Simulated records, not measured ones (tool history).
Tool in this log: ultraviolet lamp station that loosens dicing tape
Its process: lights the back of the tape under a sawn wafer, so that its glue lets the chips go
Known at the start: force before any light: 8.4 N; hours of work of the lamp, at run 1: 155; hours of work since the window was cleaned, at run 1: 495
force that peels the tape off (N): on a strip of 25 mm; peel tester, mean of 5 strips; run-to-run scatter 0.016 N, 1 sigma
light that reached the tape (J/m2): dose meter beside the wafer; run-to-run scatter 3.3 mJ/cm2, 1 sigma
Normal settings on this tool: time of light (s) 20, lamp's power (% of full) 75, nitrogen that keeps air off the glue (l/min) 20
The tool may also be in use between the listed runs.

run	hour	time of light (s)	lamp's power (% of full)	nitrogen that keeps air off the glue (l/min)	hours of work of the lamp	hours of work since the window was cleaned	force that peels the tape off (N)	light that reached the tape (J/m2)
1	0.0	20	75	20	155	495	1.088	4520
2	36.7	20	96	20	183	523	0.658	5640
# hour 44.8: window cleaned of glue's vapour
3	71.7	20	96	20	209	20	0.754	5480
4	112.7	20	96	20	240	51	0.768	5350
5	139.4	20	96	20	260	71	0.802	5220
6	183.1	20	96	20	293	104	0.852	5100
7	219.8	20	96	20	321	132	0.885	5020
8	264.6	20	96	20	354	166	0.887	4890
9	289.1	20	95	20	373	184	0.988	4770
10	334.8	20	95	20	407	219	1.064	4610
# hour 359.3: window cleaned of glue's vapour, once more
11	385.7	27	75	20	445	20	0.649	5820
12	412.2	27	75	20	465	40	0.668	5680
13	442.8	27	75	20	488	63	0.688	5630
14	484.9	22	75	20	520	95	1.103	4450
15	532.8	22	75	20	556	131	1.132	4350
16	562.4	14	75	38	578	153	1.803	2680
17	614.0	14	86	34	617	192	1.596	3020
18	641.6	14	86	34	638	213	1.674	2960
19	663.7	14	86	34	655	229	1.648	2940
# hour 710.3: lamp changed
20	716.7	31	79	20	5	269	0.317	8010
21	738.5	21	85	20	21	285	0.644	5790
22	788.1	21	85	14	59	322	0.895	5670
23	832.3	20	75	38	92	356	0.684	4650
24	868.3	20	75	38	119	383	0.709	4550
25	909.5	11	75	29	150	414	2.252	2450

For run 26, what comes out?
26	935.6	11	75	29	170	434	?	?

force that peels the tape off (N): 2.341
light that reached the tape (J/m2): 2410
If the tool had no hidden condition, the same run with the same run-to-run variation would have returned force that peels the tape off (N) 1.802, light that reached the tape (J/m2) 2920.

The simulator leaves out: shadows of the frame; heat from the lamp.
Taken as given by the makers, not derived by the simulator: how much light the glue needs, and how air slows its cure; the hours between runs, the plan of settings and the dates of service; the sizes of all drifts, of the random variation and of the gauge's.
